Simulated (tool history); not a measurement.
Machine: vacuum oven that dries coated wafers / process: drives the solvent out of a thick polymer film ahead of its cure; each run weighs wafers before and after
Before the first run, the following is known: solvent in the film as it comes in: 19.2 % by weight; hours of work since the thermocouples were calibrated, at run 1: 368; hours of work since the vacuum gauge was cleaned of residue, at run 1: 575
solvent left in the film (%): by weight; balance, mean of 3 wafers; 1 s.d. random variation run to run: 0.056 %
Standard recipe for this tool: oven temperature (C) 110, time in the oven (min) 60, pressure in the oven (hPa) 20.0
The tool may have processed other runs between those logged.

run,hour,oven temperature (C),time in the oven (min),pressure in the oven (hPa),hours of work since the thermocouples were calibrated,hours of work since the vacuum gauge was cleaned of residue,solvent left in the film (%)
1,0.0,110,60,20.0,368,575,2.83
2,30.1,110,60,20.0,383,590,2.82
3,60.1,110,60,20.0,397,604,2.68
4,112.1,110,90,20.0,423,630,2.08
5,156.4,110,90,20.0,445,652,2.13
6,188.9,110,90,20.0,461,668,2.08
7,227.0,110,90,20.0,480,686,1.99
8,253.2,110,60,14.1,492,699,2.39
9,285.4,110,60,14.1,508,715,2.33
10,320.6,110,60,14.1,526,732,2.41
11,370.3,110,60,14.1,550,757,2.40
12,412.2,107,60,20.0,571,778,3.58
13,444.1,107,60,20.0,586,793,3.53
14,476.0,107,60,34.1,602,809,4.80
15,527.6,107,60,34.1,627,834,4.74
16,581.8,107,51,34.1,654,861,5.33
17,643.5,107,51,34.1,684,891,5.42
18,677.9,107,51,17.6,701,908,4.06
19,736.1,110,48,20.0,730,937,3.67
20,786.8,110,60,22.3,755,962,3.35
21,840.7,111,60,20.0,781,988,2.71
22,877.5,111,60,20.0,800,1006,2.79
23,913.5,110,60,20.0,817,1024,3.06
24,961.9,110,60,20.0,841,1048,3.00
25,994.3,110,35,20.1,857,1064,5.21
# hour 1000.7: vacuum gauge cleaned of residue and calibrated
26,1027.9,110,35,20.1,873,13,5.21
27,1067.0,110,35,20.1,892,33,5.22
28,1108.7,124,60,12.1,913,53,0.88
# hour 1120.8: vacuum gauge cleaned of residue and calibrated, once more
29,1141.5,113,93,43.5,928,10,3.49
30,1184.9,109,90,12.7,949,32,1.61
31,1235.8,109,38,53.2,974,57,7.37
32,1298.3,109,38,53.2,1005,87,7.21
33,1340.9,109,38,53.2,1026,108,7.43
34,1401.0,108,35,71.1,1056,138,9.51
35,1430.7,120,76,79.0,1070,152,4.92
36,1474.3,110,43,12.9,1092,174,3.67
37,1525.7,125,97,10.6,1117,199,0.66
38,1556.6,116,55,75.9,1132,214,5.80

For run 39, what comes out?
39,1597.4,116,55,75.9,1152,234,?

Run 39 produced solvent left in the film (%) 5.96.
Minus the tool's unlogged condition, the same run would have read solvent left in the film (%) 5.36.
